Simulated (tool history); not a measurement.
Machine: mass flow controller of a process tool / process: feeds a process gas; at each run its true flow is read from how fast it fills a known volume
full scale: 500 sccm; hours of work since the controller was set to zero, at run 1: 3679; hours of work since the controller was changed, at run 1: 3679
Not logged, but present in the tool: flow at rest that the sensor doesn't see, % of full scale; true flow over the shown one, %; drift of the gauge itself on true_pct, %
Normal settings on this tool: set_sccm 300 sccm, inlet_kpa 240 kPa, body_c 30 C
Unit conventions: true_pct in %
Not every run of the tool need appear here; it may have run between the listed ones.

run   hour  set_sccm  inlet_kpa  body_c  hours of work since the controller was set to zero  hours of work since the controller was changed  true_pct
  1      0       300        240      30                                                3679                                            3679     99.14
  2  151.1       300        240      30                                                3789                                            3789     99.06
  3  306.3       300        240      30                                                3903                                            3903      98.9
  4  418.7       300        164      30                                                3985                                            3985     98.71
  5  532.5       300        164      30                                                4068                                            4068     98.66
  6  685.4       300        240      30                                                4180                                            4180     98.58

For run 7, what comes out?
  7  783.5       300        184      36                                                4252                                            4252         ?

true_pct: 97.96 %
Without the tool's hidden state the same run would have given true_pct 98.62 %.
